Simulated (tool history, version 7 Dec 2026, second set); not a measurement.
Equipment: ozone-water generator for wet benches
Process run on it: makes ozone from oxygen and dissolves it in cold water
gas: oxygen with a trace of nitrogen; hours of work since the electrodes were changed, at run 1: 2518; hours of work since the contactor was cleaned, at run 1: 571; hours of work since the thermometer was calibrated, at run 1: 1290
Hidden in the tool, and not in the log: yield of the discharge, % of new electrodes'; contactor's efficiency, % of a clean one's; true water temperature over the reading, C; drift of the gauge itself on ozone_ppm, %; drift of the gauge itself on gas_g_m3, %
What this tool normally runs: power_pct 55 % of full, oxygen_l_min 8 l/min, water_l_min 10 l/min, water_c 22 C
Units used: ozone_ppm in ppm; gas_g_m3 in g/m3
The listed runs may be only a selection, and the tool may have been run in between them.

run,hour,power_pct,oxygen_l_min,water_l_min,water_c,hours of work since the electrodes were changed,hours of work since the contactor was cleaned,hours of work since the thermometer was calibrated,ozone_ppm,gas_g_m3
1,0,55,8,10,22,2518,571,1290,25.7,217.5
2,124.2,55,8,10,22,2618,671,1391,26,215.5
3,202.2,55,8,10,22,2681,734,1454,26.3,216.8
4,281.2,55,8,10,22,2745,798,1518,25.6,215.1
5,451.5,55,8,10,22,2883,936,1655,25.6,213.1
6,552.7,55,8,10,22,2965,1018,1737,25.6,212.3
7,732.8,45,8,10,22,3110,1163,1883,21.5,178.4
8,891.1,45,8,6,22,3238,1291,2011,27.5,178.3
9,1029,62,8,10,22,3350,1403,2122,28.3,238.8
10,1206.2,55,8,10,28,3493,1546,2265,22.3,212.3
11,1308.9,55,8,10,22,3576,1629,2348,25.5,213.3
12,1423,55,8,10,22,3668,1721,2441,24.9,209.7
13,1507.1,55,8,10,22,3736,1789,2509,25.3,213.8
14,1621.2,55,8,10,22,3829,1882,2601,25.2,213
15,1745.6,55,8,10,22,3929,1982,2701,25.3,212.6
16,1928.7,55,8,10,22,4077,2130,2849,25.1,210.6
17,2057.8,55,8,10,22,4182,2235,2954,25.1,210.9
18,2148.5,55,8,10,22,4255,2308,3027,25,211.5
19,2313.4,96,8,10,22,4388,2441,3160,40.2,338.4
20,2435.7,68,6,8,16,4487,2540,3259,43.3,301.7
21,2556,55,8,7,22,4584,2637,3357,30.1,210.1
22,2725.1,43,8,9,22,4721,2774,3493,21.4,169
23,2868.3,42,5.81,13,17,4837,2890,3609,20.3,204.9
24,2990.9,44,8,10,15,4936,2989,3708,23.9,174.4
25,3157.3,44,9.44,9,21,5070,3123,3843,20.6,156.7
26,3330.2,52,5.31,10,19,5210,3263,3982,28.5,258.6
27,3503.7,88,11.21,8,29,5350,3403,4123,29.3,248.7
28,3625.6,88,11.21,8,29,5449,3502,4221,29.1,248.6
29,3712.9,88,10.11,8,16,5520,3573,4292,43.6,265.2
30,3840.8,88,10.11,8,16,5623,3676,4395,42.8,264.5
31,3995.2,88,7.08,8,15,5748,3801,4520,49.9,333.8
32,4121,90,6.2,9,21,5850,3903,4622,43.5,365.5

Selected run-to-run steps in ozone_ppm, each split into two signed amounts: the part the tool would show with no hidden state at all (from settings, incoming material and random variation), and the remainder, which goes to the hidden state together with any gauge scatter not common to the measured and the hidden-state-free results:
Run 18 -> 19: power_pct 55 -> 96. ozone_ppm +15.2 ppm: hidden state -2.6, all else +17.8.
Run 20 -> 21: power_pct 68 -> 55, oxygen_l_min 6 -> 8, water_l_min 8 -> 7, water_c 16 -> 22. ozone_ppm -13.2 ppm: hidden state +1.4, all else -14.6.
Run 28 -> 29: oxygen_l_min 11.21 -> 10.11, water_c 29 -> 16. ozone_ppm +14.5 ppm: hidden state -2, all else +16.5.
